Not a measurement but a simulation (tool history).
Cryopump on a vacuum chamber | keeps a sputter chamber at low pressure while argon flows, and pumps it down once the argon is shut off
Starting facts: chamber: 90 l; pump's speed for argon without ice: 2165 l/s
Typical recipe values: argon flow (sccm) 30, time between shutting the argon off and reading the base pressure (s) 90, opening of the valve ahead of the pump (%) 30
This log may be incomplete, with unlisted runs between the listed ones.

run     day  argon flow (sccm)  time between shutting the argon off and reading the base pressure (s)  opening of the valve ahead of the pump (%)  pressure while argon flows (Pa)  pressure after the wait (uPa)
  1       0                 30                                                                     90                                          30                           0.0811                           0.74
      1.408  -- pump warmed up, emptied and cooled again
  2   2.783                 30                                                                    254                                          30                           0.0781                           0.43
  3   5.779                 30                                                                    254                                          30                           0.0779                           0.43
  4     7.8                 30                                                                    254                                          30                           0.0787                            0.4
  5  10.333                 30                                                                    254                                          25                           0.0952                           0.44
  6  12.688                 30                                                                     21                                          30                           0.0791                           2.12
  7  14.967                 30                                                                     90                                          24                           0.0975                           0.67
  8  18.421                 30                                                                     90                                          24                           0.0981                           0.72
  9  21.246                 30                                                                     90                                          24                           0.0986                           0.69
 10  23.642                 30                                                                     90                                          24                            0.099                           0.74
 11  27.092                 30                                                                    172                                          30                           0.0794                            0.5
 12  29.129                 15                                                                     46                                          17                           0.0696                           1.16
 13   31.25                 14                                                                     90                                          30                           0.0375                           0.74
 14  33.438                 14                                                                     90                                          30                           0.0372                           0.79
 15  36.688                 18                                                                     94                                          30                            0.048                           0.72

For run 16, what comes out?
 16  39.571                 30                                                                     93                                          30                                ?                              ?

{"run 16": {"pressure while argon flows (Pa)": 0.0804, "pressure after the wait (uPa)": 0.71}}
With the hidden condition absent and the run-to-run variation left alone, this run would have shown pressure while argon flows (Pa) 0.0781, pressure after the wait (uPa) 0.54.
